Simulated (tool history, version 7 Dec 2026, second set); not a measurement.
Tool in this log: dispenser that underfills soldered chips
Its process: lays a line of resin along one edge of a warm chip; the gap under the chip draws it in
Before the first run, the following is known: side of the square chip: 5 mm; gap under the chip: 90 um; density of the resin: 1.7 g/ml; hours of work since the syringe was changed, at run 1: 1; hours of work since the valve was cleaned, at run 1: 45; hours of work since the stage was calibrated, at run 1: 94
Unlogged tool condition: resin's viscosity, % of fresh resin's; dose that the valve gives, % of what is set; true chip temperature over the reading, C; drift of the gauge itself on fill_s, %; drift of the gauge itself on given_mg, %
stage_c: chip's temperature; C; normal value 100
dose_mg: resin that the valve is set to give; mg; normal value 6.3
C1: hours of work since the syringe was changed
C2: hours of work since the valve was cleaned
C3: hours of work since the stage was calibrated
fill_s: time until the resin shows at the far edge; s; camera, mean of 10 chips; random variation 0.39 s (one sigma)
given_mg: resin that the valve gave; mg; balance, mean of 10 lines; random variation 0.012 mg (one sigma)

Run 1, hour 0: usual settings; C1 1; C2 45; C3 94. Result: fill_s 28 s, given_mg 6.21 mg.
At hour 11.8: new syringe of resin.
Run 2, hour 11.8: usual settings; C1 0; C2 53; C3 101. Result: fill_s 25 s, given_mg 6.19 mg.
Run 3, hour 17.3: usual settings; C1 4; C2 56; C3 105. Result: fill_s 31.8 s, given_mg 6.17 mg.
At hour 25.7: dispensing valve cleaned and set on the balance.
At hour 27.2: new syringe of resin.
Run 4, hour 29.3: usual settings but dose_mg 7.86 mg; C1 1; C2 2; C3 112. Result: fill_s 26.7 s, given_mg 7.84 mg.
Run 5, hour 35.9: usual settings but dose_mg 7.86 mg; C1 6; C2 7; C3 117. Result: fill_s 35.1 s, given_mg 7.88 mg.
At hour 41.2: new syringe of resin.
Run 6, hour 41.6: usual settings but dose_mg 7.86 mg; C1 0; C2 10; C3 120. Result: fill_s 26 s, given_mg 7.83 mg.
Run 7, hour 50: usual settings but stage_c 104 C, dose_mg 7.86 mg; C1 6; C2 16; C3 126. Result: fill_s 32.5 s, given_mg 7.81 mg.
At hour 55.8: new syringe of resin.
Run 8, hour 59.6: usual settings but stage_c 104 C, dose_mg 7.86 mg; C1 3; C2 22; C3 132. Result: fill_s 25.6 s, given_mg 7.79 mg.
Run 9, hour 65.2: usual settings; C1 6; C2 26; C3 136. Result: fill_s 36 s, given_mg 6.23 mg.
At hour 69.4: new syringe of resin.
Run 10, hour 77.1: usual settings; C1 5; C2 33; C3 143. Result: fill_s 34.7 s, given_mg 6.22 mg.
Run 11, hour 82.4: usual settings but stage_c 110 C; C1 9; C2 37; C3 147. Result: fill_s 33.1 s, given_mg 6.2 mg.
At hour 83.8: new syringe of resin.
Run 12, hour 91.5: usual settings; C1 5; C2 43; C3 153. Result: fill_s 33.9 s, given_mg 6.18 mg.
At hour 98.3: new syringe of resin.
Run 13, hour 98.5: usual settings; C1 0; C2 47; C3 157. Result: fill_s 24.9 s, given_mg 6.2 mg.
Run 14, hour 105.6: usual settings; C1 5; C2 52; C3 162. Result: fill_s 34.1 s, given_mg 6.15 mg.
At hour 112.1: new syringe of resin.
Run 15, hour 115.3: usual settings; C1 2; C2 58; C3 168. Result: fill_s 29.3 s, given_mg 6.14 mg.
At hour 120.8: dispensing valve cleaned and set on the balance.
Run 16, hour 123: usual settings; C1 7; C2 1; C3 173. Result: fill_s 36.7 s, given_mg 6.31 mg.
At hour 127.5: new syringe of resin.
Run 17, hour 131: usual settings but stage_c 109 C, dose_mg 8.12 mg; C1 2; C2 7; C3 178. Result: fill_s 22.8 s, given_mg 8.11 mg.
Run 18, hour 136.7: usual settings but stage_c 109 C, dose_mg 8.12 mg; C1 6; C2 10; C3 182. Result: fill_s 28.4 s, given_mg 8.08 mg.
At hour 142: new syringe of resin.
Run 19, hour 142.7: usual settings but dose_mg 5.48 mg; C1 0; C2 14; C3 185. Result: fill_s 26.3 s, given_mg 5.45 mg.
Run 20, hour 154.9: usual settings but stage_c 95 C, dose_mg 5.84 mg; C1 9; C2 22; C3 193. Result: fill_s 48.3 s, given_mg 5.79 mg.
At hour 155.8: new syringe of resin.
Run 21, hour 160.8: usual settings but stage_c 95 C, dose_mg 5.84 mg; C1 3; C2 26; C3 197. Result: fill_s 36 s, given_mg 5.79 mg.
At hour 169.7: new syringe of resin.
Run 22, hour 172.8: usual settings but dose_mg 7.41 mg; C1 2; C2 34; C3 205. Result: fill_s 28.7 s, given_mg 7.32 mg.
Run 23, hour 180.1: usual settings but stage_c 94 C, dose_mg 5.94 mg; C1 7; C2 39; C3 210. Result: fill_s 44.7 s, given_mg 5.82 mg.
At hour 183.7: new syringe of resin.
Run 24, hour 185.8: usual settings but stage_c 93 C, dose_mg 5.78 mg; C1 1; C2 42; C3 213. Result: fill_s 35.2 s, given_mg 5.69 mg.
Run 25, hour 192.2: usual settings but stage_c 99 C, dose_mg 5.9 mg; C1 6; C2 46; C3 218. Result: fill_s 37.1 s, given_mg 5.77 mg.
At hour 197.7: new syringe of resin.
Run 26, hour 202.7: usual settings but stage_c 114 C, dose_mg 7.26 mg; C1 3; C2 53; C3 224. Result: fill_s 21.2 s, given_mg 7.13 mg.
At hour 211.5: new syringe of resin.
Run 27, hour 211.5: usual settings but stage_c 104 C, dose_mg 6.88 mg; C1 0; C2 59; C3 230. Result: fill_s 23.2 s, given_mg 6.69 mg.
At hour 215.5: dispensing valve cleaned and set on the balance.
Run 28, hour 219: usual settings but stage_c 96 C, dose_mg 7.57 mg; C1 4; C2 2; C3 234. Result: fill_s 37.3 s, given_mg 7.54 mg.
At hour 226.9: new syringe of resin.
Run 29, hour 231.6: usual settings but dose_mg 6.54 mg; C1 3; C2 10; C3 243. Result: fill_s 31.7 s, given_mg 6.48 mg.
Run 30, hour 237: usual settings but stage_c 90 C, dose_mg 8.11 mg; C1 7; C2 14; C3 246. Result: fill_s 50.1 s, given_mg 8.05 mg.
At hour 241.1: new syringe of resin.
Run 31, hour 243.5: usual settings but stage_c 90 C, dose_mg 6.64 mg; C1 2; C2 18; C3 250. Result: fill_s 38.1 s, given_mg 6.55 mg.

5 ways to go on from here, each from the tool as it stands after run 31. What would each give?
Run A, hour 250.5: usual settings but stage_c 101 C, dose_mg 8.15 mg; C1 6; C2 23; C3 255. Result: fill_s ?, given_mg ?.
Run B, hour 250.5: usual settings but stage_c 87 C, dose_mg 6.13 mg; C1 6; C2 23; C3 255. Result: fill_s ?, given_mg ?.
Run C, hour 250.5: usual settings but stage_c 102 C, dose_mg 7.18 mg; C1 6; C2 23; C3 255. Result: fill_s ?, given_mg ?.
Run D, hour 250.5: usual settings but stage_c 98 C, dose_mg 6.64 mg; C1 6; C2 23; C3 255. Result: fill_s ?, given_mg ?.
Run E, hour 250.5: usual settings but dose_mg 6.33 mg; C1 6; C2 23; C3 255. Result: fill_s ?, given_mg ?.

run  fill_s  given_mg
  A    35.8      8.08
  B    53.9      6.05
  C    34.3      7.07
  D    39.6      6.56
  E    36.9      6.26
Without the tool's unlogged condition, the same runs would have read:
run  fill_s  given_mg
  A    23.8      8.18
  B    35.5      6.13
  C    22.9      7.16
  D    26.3      6.64
  E    24.4      6.35
